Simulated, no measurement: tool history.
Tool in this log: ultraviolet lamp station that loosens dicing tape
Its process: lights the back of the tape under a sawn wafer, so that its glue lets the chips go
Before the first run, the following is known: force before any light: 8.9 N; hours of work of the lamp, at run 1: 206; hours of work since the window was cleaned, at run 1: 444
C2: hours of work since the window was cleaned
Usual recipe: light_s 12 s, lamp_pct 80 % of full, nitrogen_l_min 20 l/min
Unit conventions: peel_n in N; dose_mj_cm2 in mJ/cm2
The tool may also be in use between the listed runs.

run 1 hour=0.0 | light_s=12 lamp_pct=80 nitrogen_l_min=20 | hours_of_work_of_the_lamp=206 C2=444 | peel_n=1.491 dose_mj_cm2=420
run 2 hour=13.8 | light_s=12 lamp_pct=80 nitrogen_l_min=20 | hours_of_work_of_the_lamp=214 C2=452 | peel_n=1.486 dose_mj_cm2=416
run 3 hour=29.9 | light_s=12 lamp_pct=80 nitrogen_l_min=20 | hours_of_work_of_the_lamp=223 C2=461 | peel_n=1.522 dose_mj_cm2=413
run 4 hour=45.6 | light_s=12 lamp_pct=80 nitrogen_l_min=20 | hours_of_work_of_the_lamp=232 C2=470 | peel_n=1.522 dose_mj_cm2=411
run 5 hour=59.3 | light_s=12 lamp_pct=80 nitrogen_l_min=20 | hours_of_work_of_the_lamp=240 C2=478 | peel_n=1.511 dose_mj_cm2=410
run 6 hour=70.9 | light_s=12 lamp_pct=80 nitrogen_l_min=20 | hours_of_work_of_the_lamp=247 C2=485 | peel_n=1.516 dose_mj_cm2=410
run 7 hour=90.8 | light_s=12 lamp_pct=80 nitrogen_l_min=20 | hours_of_work_of_the_lamp=259 C2=496 | peel_n=1.660 dose_mj_cm2=406
run 8 hour=107.9 | light_s=12 lamp_pct=80 nitrogen_l_min=20 | hours_of_work_of_the_lamp=269 C2=506 | peel_n=1.601 dose_mj_cm2=399
run 9 hour=116.8 | light_s=12 lamp_pct=80 nitrogen_l_min=20 | hours_of_work_of_the_lamp=274 C2=512 | peel_n=1.581 dose_mj_cm2=405
run 10 hour=128.6 | light_s=12 lamp_pct=80 nitrogen_l_min=20 | hours_of_work_of_the_lamp=281 C2=518 | peel_n=1.622 dose_mj_cm2=392
run 11 hour=146.7 | light_s=7 lamp_pct=80 nitrogen_l_min=20 | hours_of_work_of_the_lamp=291 C2=529 | peel_n=3.329 dose_mj_cm2=232
run 12 hour=164.8 | light_s=7 lamp_pct=80 nitrogen_l_min=20 | hours_of_work_of_the_lamp=302 C2=540 | peel_n=3.367 dose_mj_cm2=229
-- hour=178.5 window cleaned of glue's vapour
run 13 hour=181.7 | light_s=7 lamp_pct=80 nitrogen_l_min=20 | hours_of_work_of_the_lamp=311 C2=2 | peel_n=3.080 dose_mj_cm2=243
run 14 hour=201.7 | light_s=14 lamp_pct=80 nitrogen_l_min=20 | hours_of_work_of_the_lamp=323 C2=14 | peel_n=1.119 dose_mj_cm2=480
run 15 hour=217.4 | light_s=14 lamp_pct=80 nitrogen_l_min=20 | hours_of_work_of_the_lamp=332 C2=23 | peel_n=1.143 dose_mj_cm2=476
run 16 hour=232.2 | light_s=14 lamp_pct=80 nitrogen_l_min=20 | hours_of_work_of_the_lamp=341 C2=31 | peel_n=1.216 dose_mj_cm2=473
run 17 hour=252.0 | light_s=12 lamp_pct=80 nitrogen_l_min=20 | hours_of_work_of_the_lamp=352 C2=43 | peel_n=1.602 dose_mj_cm2=406
run 18 hour=262.6 | light_s=23 lamp_pct=67 nitrogen_l_min=7 | hours_of_work_of_the_lamp=358 C2=49 | peel_n=1.525 dose_mj_cm2=644
run 19 hour=278.2 | light_s=12 lamp_pct=60 nitrogen_l_min=16 | hours_of_work_of_the_lamp=367 C2=58 | peel_n=2.689 dose_mj_cm2=295
run 20 hour=296.7 | light_s=12 lamp_pct=86 nitrogen_l_min=20 | hours_of_work_of_the_lamp=378 C2=69 | peel_n=1.466 dose_mj_cm2=426
run 21 hour=310.9 | light_s=12 lamp_pct=85 nitrogen_l_min=18 | hours_of_work_of_the_lamp=386 C2=77 | peel_n=1.637 dose_mj_cm2=419
run 22 hour=320.9 | light_s=11 lamp_pct=80 nitrogen_l_min=13 | hours_of_work_of_the_lamp=392 C2=83 | peel_n=2.545 dose_mj_cm2=355
run 23 hour=338.7 | light_s=7 lamp_pct=80 nitrogen_l_min=19 | hours_of_work_of_the_lamp=403 C2=93 | peel_n=3.349 dose_mj_cm2=223
run 24 hour=357.2 | light_s=7 lamp_pct=80 nitrogen_l_min=19 | hours_of_work_of_the_lamp=413 C2=104 | peel_n=3.416 dose_mj_cm2=222
run 25 hour=367.4 | light_s=12 lamp_pct=80 nitrogen_l_min=37 | hours_of_work_of_the_lamp=419 C2=110 | peel_n=1.199 dose_mj_cm2=385
run 26 hour=379.7 | light_s=12 lamp_pct=80 nitrogen_l_min=37 | hours_of_work_of_the_lamp=426 C2=117 | peel_n=1.214 dose_mj_cm2=377
run 27 hour=392.5 | light_s=8 lamp_pct=92 nitrogen_l_min=35 | hours_of_work_of_the_lamp=434 C2=125 | peel_n=2.041 dose_mj_cm2=282
run 28 hour=413.0 | light_s=8 lamp_pct=92 nitrogen_l_min=35 | hours_of_work_of_the_lamp=446 C2=136 | peel_n=1.955 dose_mj_cm2=289
run 29 hour=425.4 | light_s=8 lamp_pct=92 nitrogen_l_min=35 | hours_of_work_of_the_lamp=453 C2=144 | peel_n=2.011 dose_mj_cm2=280
run 30 hour=434.5 | light_s=15 lamp_pct=92 nitrogen_l_min=18 | hours_of_work_of_the_lamp=458 C2=149 | peel_n=1.008 dose_mj_cm2=528
run 31 hour=451.4 | light_s=15 lamp_pct=92 nitrogen_l_min=18 | hours_of_work_of_the_lamp=468 C2=159 | peel_n=1.007 dose_mj_cm2=525
run 32 hour=461.2 | light_s=11 lamp_pct=87 nitrogen_l_min=21 | hours_of_work_of_the_lamp=474 C2=165 | peel_n=1.880 dose_mj_cm2=363
run 33 hour=470.1 | light_s=11 lamp_pct=87 nitrogen_l_min=21 | hours_of_work_of_the_lamp=479 C2=170 | peel_n=1.820 dose_mj_cm2=363
run 34 hour=478.6 | light_s=6 lamp_pct=81 nitrogen_l_min=11 | hours_of_work_of_the_lamp=484 C2=175 | peel_n=4.763 dose_mj_cm2=180

Results for each run, recomputed without the tool's hidden state and with each run's random variation untouched:
What the log doesn't record here: lamp's light, % of a new lamp's; light that the window lets through, % of a clean one's; drift of the gauge itself on peel_n, %; drift of the gauge itself on dose_mj_cm2, %.
run=1 peel_n=0.992 dose_mj_cm2=518
run=2 peel_n=0.979 dose_mj_cm2=516
run=3 peel_n=0.988 dose_mj_cm2=517
run=4 peel_n=0.979 dose_mj_cm2=517
run=5 peel_n=0.957 dose_mj_cm2=519
run=6 peel_n=0.955 dose_mj_cm2=522
run=7 peel_n=1.030 dose_mj_cm2=521
run=8 peel_n=0.979 dose_mj_cm2=517
run=9 peel_n=0.962 dose_mj_cm2=526
run=10 peel_n=0.977 dose_mj_cm2=513
run=11 peel_n=2.435 dose_mj_cm2=305
run=12 peel_n=2.439 dose_mj_cm2=305
run=13 peel_n=2.389 dose_mj_cm2=302
run=14 peel_n=0.671 dose_mj_cm2=604
run=15 peel_n=0.680 dose_mj_cm2=603
run=16 peel_n=0.714 dose_mj_cm2=604
run=17 peel_n=0.993 dose_mj_cm2=522
run=18 peel_n=0.921 dose_mj_cm2=834
run=19 peel_n=1.894 dose_mj_cm2=385
run=20 peel_n=0.841 dose_mj_cm2=561
run=21 peel_n=0.956 dose_mj_cm2=555
run=22 peel_n=1.672 dose_mj_cm2=473
run=23 peel_n=2.420 dose_mj_cm2=300
run=24 peel_n=2.449 dose_mj_cm2=302
run=25 peel_n=0.602 dose_mj_cm2=526
run=26 peel_n=0.596 dose_mj_cm2=517
run=27 peel_n=1.161 dose_mj_cm2=391
run=28 peel_n=1.091 dose_mj_cm2=402
run=29 peel_n=1.118 dose_mj_cm2=394
run=30 peel_n=0.441 dose_mj_cm2=744
run=31 peel_n=0.428 dose_mj_cm2=746
run=32 peel_n=0.975 dose_mj_cm2=520
run=33 peel_n=0.930 dose_mj_cm2=522
run=34 peel_n=3.638 dose_mj_cm2=260

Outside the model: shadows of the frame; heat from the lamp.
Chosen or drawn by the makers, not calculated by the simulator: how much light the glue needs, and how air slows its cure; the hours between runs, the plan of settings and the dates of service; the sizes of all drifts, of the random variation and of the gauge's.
